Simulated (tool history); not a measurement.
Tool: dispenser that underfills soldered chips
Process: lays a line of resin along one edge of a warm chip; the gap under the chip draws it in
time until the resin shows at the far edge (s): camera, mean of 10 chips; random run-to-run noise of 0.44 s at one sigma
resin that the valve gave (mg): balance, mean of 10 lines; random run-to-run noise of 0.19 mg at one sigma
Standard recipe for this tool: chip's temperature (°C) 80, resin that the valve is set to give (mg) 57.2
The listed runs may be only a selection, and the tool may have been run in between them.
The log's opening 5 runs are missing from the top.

| run | day | chip's temperature (°C) | resin that the valve is set to give (mg) | hours of work since the syringe was changed | hours of work since the valve was cleaned | hours of work since the stage was calibrated | time until the resin shows at the far edge (s) | resin that the valve gave (mg) |
|---|---|---|---|---|---|---|---|---|
| 6 | 1.458 | 80 | 57.2 | 7 | 50 | 127 | 54.5 | 55.22 |
|  | 1.496 | new syringe of resin |
| 7 | 1.675 | 80 | 57.2 | 3 | 53 | 130 | 40.1 | 54.83 |
|  | 1.975 | new syringe of resin |
| 8 | 2.117 | 75 | 57.2 | 2 | 59 | 137 | 47.5 | 54.86 |
|  | 2.35 | dispensing valve cleaned and set on the balance |
| 9 | 2.454 | 75 | 57.2 | 6 | 1 | 141 | 66.3 | 57.02 |
|  | 2.492 | new syringe of resin |
| 10 | 2.771 | 75 | 57.2 | 4 | 6 | 145 | 56.3 | 56.66 |
|  | 2.992 | new syringe of resin |
| 11 | 3.217 | 71 | 57.2 | 3 | 12 | 152 | 64.8 | 56.43 |
|  | 3.483 | new syringe of resin |
| 12 | 3.5 | 80 | 67 | 0 | 16 | 155 | 32.2 | 66.44 |
| 13 | 3.796 | 80 | 67 | 5 | 20 | 160 | 45 | 65.65 |
|  | 3.962 | new syringe of resin |
| 14 | 4.042 | 80 | 67 | 1 | 24 | 163 | 34.9 | 65.85 |
|  | 4.438 | new syringe of resin |
| 15 | 4.446 | 80 | 67 | 0 | 29 | 169 | 32.3 | 65.24 |
| 16 | 4.796 | 80 | 67 | 5 | 34 | 174 | 48.5 | 64.61 |
|  | 4.912 | new syringe of resin |
| 17 | 5.071 | 91 | 57 | 2 | 38 | 178 | 22.8 | 55.03 |
| 18 | 5.271 | 91 | 57 | 5 | 41 | 180 | 28.5 | 55.36 |
|  | 5.396 | new syringe of resin |
| 19 | 5.692 | 93 | 50.2 | 4 | 47 | 186 | 24.6 | 48.19 |
|  | 5.879 | new syringe of resin |
| 20 | 6.075 | 93 | 50.2 | 3 | 52 | 192 | 22.3 | 47.95 |
|  | 6.367 | new syringe of resin |
| 21 | 6.367 | 80 | 67 | 0 | 56 | 196 | 32 | 64.37 |
|  | 6.767 | dispensing valve cleaned and set on the balance |
| 22 | 6.767 | 68 | 48.9 | 5 | 0 | 201 | 89.3 | 48.74 |
|  | 6.888 | new syringe of resin |
| 23 | 7.029 | 82 | 53.3 | 2 | 4 | 205 | 35.2 | 53.07 |

Predict the results of run 24:
| 24 | 7.308 | 82 | 53.3 | 6 | 8 | 209 | ? | ? |

{"run 24": {"time until the resin shows at the far edge (s)": 47.6, "resin that the valve gave (mg)": 53.26}}
Without the tool's hidden state the same run would have given time until the resin shows at the far edge (s) 28.9, resin that the valve gave (mg) 53.48.
